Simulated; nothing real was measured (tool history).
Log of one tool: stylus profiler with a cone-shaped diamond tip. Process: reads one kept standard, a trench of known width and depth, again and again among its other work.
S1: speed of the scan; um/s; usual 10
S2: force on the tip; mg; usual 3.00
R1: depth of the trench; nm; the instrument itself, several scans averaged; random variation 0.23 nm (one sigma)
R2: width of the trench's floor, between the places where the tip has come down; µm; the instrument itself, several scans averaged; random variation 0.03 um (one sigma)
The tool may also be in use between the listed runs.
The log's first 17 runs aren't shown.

| run | hour | S1 | S2 | R1 | R2 |
|---|---|---|---|---|---|
| 18 | 1003.0 | 35 | 2.46 | 1014.66 | 10.38 |
| 19 | 1050.6 | 3 | 2.46 | 1014.45 | 10.34 |
| 20 | 1095.4 | 23 | 1.22 | 1008.78 | 10.12 |
| 21 | 1159.5 | 30 | 2.94 | 1016.27 | 9.97 |
| 22 | 1206.5 | 30 | 2.94 | 1016.36 | 9.87 |
| 23 | 1239.3 | 25 | 1.55 | 1009.98 | 9.79 |
| 24 | 1281.3 | 10 | 2.84 | 1016.23 | 9.77 |
| 25 | 1347.0 | 19 | 2.84 | 1015.58 | 9.55 |
| 26 | 1409.5 | 19 | 2.84 | 1015.65 | 9.47 |
| 27 | 1480.5 | 10 | 1.34 | 1008.78 | 9.29 |
| 28 | 1530.5 | 10 | 1.34 | 1008.77 | 9.21 |
| 29 | 1574.5 | 10 | 1.34 | 1008.28 | 9.08 |
|  | 1582.2 | new tip fitted, height scale calibrated |
| 30 | 1627.9 | 10 | 1.34 | 1010.49 | 13.86 |
| 31 | 1674.3 | 23 | 3.20 | 1018.55 | 13.63 |
| 32 | 1710.9 | 39 | 7.65 | 1033.55 | 13.48 |
| 33 | 1770.9 | 39 | 7.65 | 1033.67 | 13.30 |
| 34 | 1805.0 | 39 | 7.65 | 1033.43 | 13.14 |

Forecast each of these 5 alternatives for the next run:
| A | 1863.8 | 11 | 8.87 | ? | ? |
| B | 1863.8 | 6 | 8.23 | ? | ? |
| C | 1863.8 | 3 | 2.18 | ? | ? |
| D | 1863.8 | 14 | 2.80 | ? | ? |
| E | 1863.8 | 39 | 1.09 | ? | ? |

| run | R1 | R2 |
|---|---|---|
| A | 1037.22 | 12.99 |
| B | 1035.18 | 12.96 |
| C | 1014.30 | 12.97 |
| D | 1016.91 | 12.99 |
| E | 1008.85 | 12.81 |
Without the tool's hidden state the same runs would have given:
| run | R1 | R2 |
|---|---|---|
| A | 1037.85 | 13.96 |
| B | 1035.80 | 13.94 |
| C | 1014.92 | 13.95 |
| D | 1017.53 | 13.96 |
| E | 1009.46 | 13.79 |
